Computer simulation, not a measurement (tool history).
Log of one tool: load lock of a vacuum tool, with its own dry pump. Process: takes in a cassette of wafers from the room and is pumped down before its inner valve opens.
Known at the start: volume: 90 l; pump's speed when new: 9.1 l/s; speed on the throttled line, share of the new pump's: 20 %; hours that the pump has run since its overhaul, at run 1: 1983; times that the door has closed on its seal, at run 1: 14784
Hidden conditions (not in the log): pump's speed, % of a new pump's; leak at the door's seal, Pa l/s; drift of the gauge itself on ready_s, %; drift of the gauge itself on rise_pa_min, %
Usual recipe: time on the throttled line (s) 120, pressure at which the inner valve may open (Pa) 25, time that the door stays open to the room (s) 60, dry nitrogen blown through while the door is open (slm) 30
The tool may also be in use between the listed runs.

run      day  time on the throttled line (s)  pressure at which the inner valve may open (Pa)  time that the door stays open to the room (s)  dry nitrogen blown through while the door is open (slm)  hours that the pump has run since its overhaul  times that the door has closed on its seal  incoming humidity of the room's air, %  time from the closed door until the inner valve may open (s)  rise of the pressure with all valves shut (Pa/min)
  1        0                             120                                               25                                             60                                                       30                                            1983                                       14784                                    43.3                                                         178.9                                               0.072
  2    8.867                             120                                               25                                             60                                                       30                                            2196                                       15318                                    45.9                                                         178.8                                               0.081
  3   20.733                             120                                               25                                             60                                                       30                                            2481                                       16032                                    48.1                                                         179.4                                                0.08
  4   33.058                             120                                               25                                             60                                                       30                                            2777                                       16774                                      46                                                         180.1                                               0.086
  5   46.029                             120                                               25                                             60                                                       30                                            3088                                       17556                                    42.1                                                         179.5                                                0.09
  6   57.996                             120                                               25                                             97                                                       30                                            3375                                       18276                                    45.1                                                         179.5                                               0.098
  7   66.371                             120                                               25                                             97                                                       30                                            3576                                       18780                                    48.5                                                         178.8                                               0.103
  8   72.904                             120                                               25                                             40                                                       30                                            3733                                       19173                                    47.4                                                         178.6                                               0.097
  9   83.029                             120                                               25                                             40                                                       30                                            3976                                       19783                                    44.8                                                         179.8                                               0.101
 10   90.062                             120                                               25                                             60                                                       30                                            4145                                       20207                                      43                                                         178.8                                               0.107
 11  101.446                             120                                               25                                             60                                                       30                                            4418                                       20892                                    46.5                                                         180.7                                               0.112
 12  111.021                             120                                               25                                             60                                                       30                                            4648                                       21468                                    47.2                                                         180.3                                               0.112
 13  121.158                             120                                               25                                             60                                                       30                                            4891                                       22079                                    45.2                                                         179.5                                               0.113
 14  131.012                             120                                               25                                             60                                                       17                                            5128                                       22672                                    42.6                                                         180.5                                                0.12
 15  137.062                             120                                               25                                             60                                                       30                                            5273                                       23036                                    42.2                                                         179.5                                               0.121
 16  146.925                             120                                               25                                             60                                                       30                                            5510                                       23630                                      46                                                         180.2                                                0.12
 17  155.833                             120                                               25                                             40                                                       30                                            5723                                       24166                                    44.5                                                         179.9                                               0.124
 18  161.233                             120                                               25                                             40                                                       30                                            5853                                       24491                                    44.9                                                         180.8                                               0.131
 19  173.996                             120                                               25                                             40                                                       30                                            6159                                       25260                                    44.6                                                         179.8                                               0.137
 20  182.738                             161                                               25                                             60                                                       30                                            6369                                       25786                                    44.6                                                         213.4                                               0.136
 21  193.283                              71                                               23                                             60                                                       30                                            6622                                       26421                                    43.8                                                         142.6                                               0.143
 22  200.362                              71                                               23                                             60                                                       30                                            6792                                       26847                                    44.3                                                         142.8                                               0.149
 23  212.588                              71                                               23                                             60                                                       30                                            7086                                       27583                                      46                                                         143.2                                               0.153
 24  219.325                             120                                               29                                             26                                                       30                                            7247                                       27989                                      46                                                         178.7                                               0.155
 25  228.096                              68                                               29                                             26                                                       30                                            7458                                       28517                                    44.3                                                         138.3                                               0.154
 26  235.546                              68                                               29                                             26                                                       30                                            7637                                       28965                                    42.8                                                         138.4                                                0.16
 27  241.933                              68                                               29                                             46                                                       17                                            7790                                       29350                                    46.9                                                         137.7                                               0.173
 28  248.171                              68                                               29                                             46                                                       17                                            7940                                       29726                                    44.1                                                         138.3                                               0.168
 29  256.333                              68                                               29                                             46                                                       17                                            8136                                       30217                                    47.2                                                         138.6                                               0.177
 30   264.05                             204                                               18                                             33                                                       30                                            8321                                       30682                                    46.5                                                         251.7                                               0.172
 31  273.483                             204                                               18                                             33                                                       30                                            8547                                       31249                                    45.3                                                           252                                               0.174
 32   279.45                             120                                               18                                            182                                                       30                                            8690                                       31609                                    43.1                                                         185.1                                               0.195
 33  286.338                             117                                               44                                             26                                                       32                                            8856                                       32023                                    43.5                                                         172.5                                               0.189
 34  292.133                             154                                               23                                             60                                                       30                                            8995                                       32372                                    43.6                                                         209.4                                                0.19
 35  297.883                             107                                               23                                             60                                                       30                                            9133                                       32718                                    46.9                                                         172.4                                                0.19
 36  310.325                              76                                               23                                            137                                                       30                                            9431                                       33467                                    45.6                                                         147.4                                               0.205
 37  320.379                             120                                               37                                            125                                                       30                                            9673                                       34073                                    44.3                                                           178                                                0.21

What if the next run were any one of these 3? Each begins from the tool's condition after run 37:
  A  329.338                              83                                               25                                             60                                                       30                                            9888                                       34612                                    45.5                                                             ?                                                   ?
  B  329.338                             120                                               25                                            120                                                       30                                            9888                                       34612                                    47.7                                                             ?                                                   ?
  C  329.338                             120                                               35                                             60                                                       12                                            9888                                       34612                                    42.7                                                             ?                                                   ?

run  time from the closed door until the inner valve may open (s)  rise of the pressure with all valves shut (Pa/min)
  A                                                         152.2                                               0.208
  B                                                         181.9                                               0.214
  C                                                         177.9                                               0.221
With no hidden state in the tool, these same runs would have given:
run  time from the closed door until the inner valve may open (s)  rise of the pressure with all valves shut (Pa/min)
  A                                                         148.3                                               0.014
  B                                                         178.6                                               0.017
  C                                                         174.8                                               0.026
